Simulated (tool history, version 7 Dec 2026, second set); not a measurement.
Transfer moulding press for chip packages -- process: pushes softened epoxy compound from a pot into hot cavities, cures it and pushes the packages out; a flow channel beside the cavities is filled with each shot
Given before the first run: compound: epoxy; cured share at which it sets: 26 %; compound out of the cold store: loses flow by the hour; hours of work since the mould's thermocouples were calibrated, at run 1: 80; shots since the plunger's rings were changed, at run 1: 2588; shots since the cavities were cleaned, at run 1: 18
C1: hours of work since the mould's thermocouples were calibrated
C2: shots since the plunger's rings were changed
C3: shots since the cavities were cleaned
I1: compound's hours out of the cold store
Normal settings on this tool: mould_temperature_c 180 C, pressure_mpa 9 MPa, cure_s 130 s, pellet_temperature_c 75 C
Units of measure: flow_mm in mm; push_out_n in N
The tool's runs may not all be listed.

Run 1, hour 0: usual settings; C1 80; C2 2588; C3 18; I1 47.8. Result: flow_mm 861 mm, push_out_n 233 N.
Run 2, hour 13: usual settings but pellet_temperature_c 70 C; C1 87; C2 2696; C3 126; I1 16.9. Result: flow_mm 943 mm, push_out_n 290 N.
Run 3, hour 29.3: usual settings but pellet_temperature_c 70 C; C1 96; C2 2832; C3 262; I1 27.5. Result: flow_mm 900 mm, push_out_n 330 N.
Run 4, hour 43.8: usual settings but pellet_temperature_c 70 C; C1 104; C2 2953; C3 383; I1 28.3. Result: flow_mm 908 mm, push_out_n 373 N.
Run 5, hour 62.1: usual settings; C1 114; C2 3105; C3 535; I1 21.7. Result: flow_mm 926 mm, push_out_n 409 N.
Run 6, hour 74.3: usual settings but pressure_mpa 8.87 MPa; C1 121; C2 3207; C3 637; I1 31.6. Result: flow_mm 890 mm, push_out_n 424 N.
At hour 79.1: cavities cleaned with cleaning compound and waxed.
Run 7, hour 85.5: usual settings; C1 126; C2 3288; C3 54; I1 33.5. Result: flow_mm 879 mm, push_out_n 262 N.
Run 8, hour 97.8: usual settings but mould_temperature_c 176 C; C1 133; C2 3391; C3 157; I1 47.6. Result: flow_mm 861 mm, push_out_n 346 N.
Run 9, hour 113.9: usual settings but mould_temperature_c 176 C; C1 142; C2 3524; C3 290; I1 10.6. Result: flow_mm 954 mm, push_out_n 427 N.
Run 10, hour 129.9: usual settings; C1 151; C2 3658; C3 424; I1 8. Result: flow_mm 945 mm, push_out_n 405 N.
Run 11, hour 138.4: usual settings; C1 155; C2 3729; C3 495; I1 42.2. Result: flow_mm 844 mm, push_out_n 408 N.
At hour 156.5: plunger's sealing rings changed.
Run 12, hour 157.4: usual settings but pellet_temperature_c 85 C; C1 164; C2 7; C3 632; I1 28.3. Result: flow_mm 947 mm, push_out_n 433 N.
At hour 162.9: cavities cleaned with cleaning compound and waxed.
Run 13, hour 174.3: usual settings but pellet_temperature_c 85 C; C1 173; C2 136; C3 95; I1 11.7. Result: flow_mm 991 mm, push_out_n 279 N.
Run 14, hour 192.5: usual settings but pellet_temperature_c 85 C; C1 183; C2 287; C3 246; I1 12.5. Result: flow_mm 1000 mm, push_out_n 352 N.
Run 15, hour 204.2: usual settings but mould_temperature_c 176 C, cure_s 127 s, pellet_temperature_c 85 C; C1 189; C2 385; C3 344; I1 17.8. Result: flow_mm 994 mm, push_out_n 453 N.
Run 16, hour 214.4: usual settings but mould_temperature_c 188 C; C1 195; C2 470; C3 429; I1 9.4. Result: flow_mm 962 mm, push_out_n 365 N.
Run 17, hour 230.3: usual settings but mould_temperature_c 187 C, cure_s 124 s; C1 203; C2 603; C3 562; I1 21.3. Result: flow_mm 927 mm, push_out_n 383 N.
At hour 244.8: cavities cleaned with cleaning compound and waxed.
Run 18, hour 249.2: usual settings but pressure_mpa 10.83 MPa, cure_s 143 s; C1 213; C2 748; C3 37; I1 40.2. Result: flow_mm 997 mm, push_out_n 233 N.
Run 19, hour 260: usual settings but cure_s 129 s; C1 219; C2 838; C3 127; I1 45.4. Result: flow_mm 896 mm, push_out_n 303 N.
Run 20, hour 269.2: usual settings but cure_s 129 s; C1 224; C2 915; C3 204; I1 17.4. Result: flow_mm 965 mm, push_out_n 340 N.
Run 21, hour 277.5: usual settings but cure_s 129 s; C1 228; C2 984; C3 273; I1 10.5. Result: flow_mm 988 mm, push_out_n 350 N.
Run 22, hour 293.7: usual settings but cure_s 129 s; C1 237; C2 1119; C3 408; I1 8.8. Result: flow_mm 982 mm, push_out_n 406 N.
Run 23, hour 302.6: usual settings but mould_temperature_c 181 C, pressure_mpa 10.36 MPa, pellet_temperature_c 77 C; C1 242; C2 1193; C3 482; I1 37.5. Result: flow_mm 961 mm, push_out_n 395 N.
Run 24, hour 320.7: usual settings but mould_temperature_c 181 C, pressure_mpa 10.36 MPa, pellet_temperature_c 77 C; C1 252; C2 1344; C3 633; I1 31.5. Result: flow_mm 991 mm, push_out_n 406 N.
At hour 327.1: cavities cleaned with cleaning compound and waxed.
Run 25, hour 340: usual settings but mould_temperature_c 182 C, pressure_mpa 9.67 MPa, cure_s 157 s, pellet_temperature_c 72 C; C1 262; C2 1493; C3 108; I1 31.6. Result: flow_mm 936 mm, push_out_n 264 N.
Run 26, hour 354.9: usual settings but mould_temperature_c 182 C, pressure_mpa 9.67 MPa, cure_s 157 s, pellet_temperature_c 72 C; C1 270; C2 1616; C3 231; I1 22.8. Result: flow_mm 958 mm, push_out_n 305 N.
Run 27, hour 370.6: usual settings but mould_temperature_c 176 C, cure_s 126 s; C1 278; C2 1748; C3 363; I1 34.4. Result: flow_mm 926 mm, push_out_n 466 N.
Run 28, hour 383.4: usual settings but pressure_mpa 8.06 MPa, cure_s 144 s, pellet_temperature_c 84 C; C1 285; C2 1855; C3 470; I1 30.8. Result: flow_mm 859 mm, push_out_n 375 N.

Forecast each of these 5 alternatives for the next run:
Run A, hour 400.5: usual settings but mould_temperature_c 177 C, pressure_mpa 10.52 MPa, cure_s 144 s, pellet_temperature_c 85 C; C1 295; C2 1997; C3 612; I1 12.6. Result: flow_mm ?, push_out_n ?.
Run B, hour 400.5: usual settings but mould_temperature_c 183 C, cure_s 151 s, pellet_temperature_c 71 C; C1 295; C2 1997; C3 612; I1 25.9. Result: flow_mm ?, push_out_n ?.
Run C, hour 400.5: usual settings but mould_temperature_c 183 C, pressure_mpa 9.35 MPa, cure_s 144 s, pellet_temperature_c 77 C; C1 295; C2 1997; C3 612; I1 45.4. Result: flow_mm ?, push_out_n ?.
Run D, hour 400.5: usual settings but mould_temperature_c 186 C; C1 295; C2 1997; C3 612; I1 35.2. Result: flow_mm ?, push_out_n ?.
Run E, hour 400.5: usual settings but pressure_mpa 10.13 MPa, cure_s 162 s, pellet_temperature_c 84 C; C1 295; C2 1997; C3 612; I1 46.2. Result: flow_mm ?, push_out_n ?.

run  flow_mm  push_out_n
  A     1054         429
  B      914         384
  C      876         387
  D      874         382
  E      922         397
Stripped of hidden state, with their random variation kept, the same runs would have yielded:
run  flow_mm  push_out_n
  A     1091         217
  B      946         196
  C      907         197
  D      904         191
  E      954         204

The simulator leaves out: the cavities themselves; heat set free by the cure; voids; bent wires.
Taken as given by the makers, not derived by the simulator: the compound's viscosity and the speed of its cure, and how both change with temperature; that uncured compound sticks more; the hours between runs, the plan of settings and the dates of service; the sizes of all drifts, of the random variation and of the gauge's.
